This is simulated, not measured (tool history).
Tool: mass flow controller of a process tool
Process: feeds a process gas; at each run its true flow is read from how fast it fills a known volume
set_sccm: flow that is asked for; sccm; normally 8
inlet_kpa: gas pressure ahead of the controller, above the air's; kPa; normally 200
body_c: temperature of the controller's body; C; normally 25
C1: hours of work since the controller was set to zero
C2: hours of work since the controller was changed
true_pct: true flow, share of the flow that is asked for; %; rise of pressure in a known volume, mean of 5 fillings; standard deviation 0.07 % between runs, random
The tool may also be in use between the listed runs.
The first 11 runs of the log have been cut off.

run 12 hour=3120 | set_sccm=18 inlet_kpa=200 body_c=25 | C1=523 C2=523 | true_pct=99.65
run 13 hour=3326.4 | set_sccm=18 inlet_kpa=200 body_c=25 | C1=640 C2=640 | true_pct=99.69
run 14 hour=3705.9 | set_sccm=18 inlet_kpa=200 body_c=25 | C1=855 C2=855 | true_pct=99.79
run 15 hour=4062.7 | set_sccm=18 inlet_kpa=200 body_c=25 | C1=1057 C2=1057 | true_pct=99.81
run 16 hour=4269.2 | set_sccm=8 inlet_kpa=200 body_c=25 | C1=1174 C2=1174 | true_pct=98.38
run 17 hour=4496.4 | set_sccm=5 inlet_kpa=200 body_c=25 | C1=1303 C2=1303 | true_pct=98.05
run 18 hour=4846.2 | set_sccm=5 inlet_kpa=200 body_c=25 | C1=1502 C2=1502 | true_pct=98.01
run 19 hour=5297 | set_sccm=5 inlet_kpa=200 body_c=25 | C1=1757 C2=1757 | true_pct=98.01
run 20 hour=5492.1 | set_sccm=5 inlet_kpa=200 body_c=25 | C1=1868 C2=1868 | true_pct=98.04
run 21 hour=5939.3 | set_sccm=5 inlet_kpa=200 body_c=34 | C1=2122 C2=2122 | true_pct=98.96
run 22 hour=6162.2 | set_sccm=5 inlet_kpa=200 body_c=34 | C1=2248 C2=2248 | true_pct=99.13
run 23 hour=6369.1 | set_sccm=8 inlet_kpa=200 body_c=37 | C1=2366 C2=2366 | true_pct=100.03
run 24 hour=6733.2 | set_sccm=3 inlet_kpa=200 body_c=24 | C1=2572 C2=2572 | true_pct=97.73
run 25 hour=7089.5 | set_sccm=3 inlet_kpa=151 body_c=29 | C1=2774 C2=2774 | true_pct=98.29
run 26 hour=7447.2 | set_sccm=3 inlet_kpa=252 body_c=22 | C1=2977 C2=2977 | true_pct=97.35
run 27 hour=7789.8 | set_sccm=2 inlet_kpa=167 body_c=22 | C1=3172 C2=3172 | true_pct=97.28
run 28 hour=8057.8 | set_sccm=8 inlet_kpa=150 body_c=37 | C1=3324 C2=3324 | true_pct=99.97
run 29 hour=8320.5 | set_sccm=8 inlet_kpa=150 body_c=37 | C1=3473 C2=3473 | true_pct=99.87
run 30 hour=8757.8 | set_sccm=8 inlet_kpa=175 body_c=25 | C1=3721 C2=3721 | true_pct=98.54
run 31 hour=8956.4 | set_sccm=3 inlet_kpa=187 body_c=39 | C1=3833 C2=3833 | true_pct=99.37
run 32 hour=9421.7 | set_sccm=3 inlet_kpa=240 body_c=25 | C1=4097 C2=4097 | true_pct=97.86
run 33 hour=9801.2 | set_sccm=19 inlet_kpa=264 body_c=31 | C1=4313 C2=4313 | true_pct=100.46
run 34 hour=10059.6 | set_sccm=19 inlet_kpa=222 body_c=31 | C1=4459 C2=4459 | true_pct=100.59
run 35 hour=10501 | set_sccm=5 inlet_kpa=200 body_c=25 | C1=4710 C2=4710 | true_pct=98.16
run 36 hour=10971.4 | set_sccm=7 inlet_kpa=250 body_c=25 | C1=4976 C2=4976 | true_pct=98.37

Forecast each of these 4 alternatives for the next run:
run A hour=11340.1 | set_sccm=4 inlet_kpa=250 body_c=25 | C1=5186 C2=5186 | true_pct=?
run B hour=11340.1 | set_sccm=12 inlet_kpa=193 body_c=25 | C1=5186 C2=5186 | true_pct=?
run C hour=11340.1 | set_sccm=7 inlet_kpa=271 body_c=25 | C1=5186 C2=5186 | true_pct=?
run D hour=11340.1 | set_sccm=16 inlet_kpa=156 body_c=25 | C1=5186 C2=5186 | true_pct=?

run=A true_pct=97.97
run=B true_pct=98.98
run=C true_pct=98.36
run=D true_pct=99.79
The same runs, with their run-to-run variation unchanged, on a tool lacking any hidden condition would have given:
run=A true_pct=97.96
run=B true_pct=98.94
run=C true_pct=98.34
run=D true_pct=99.74
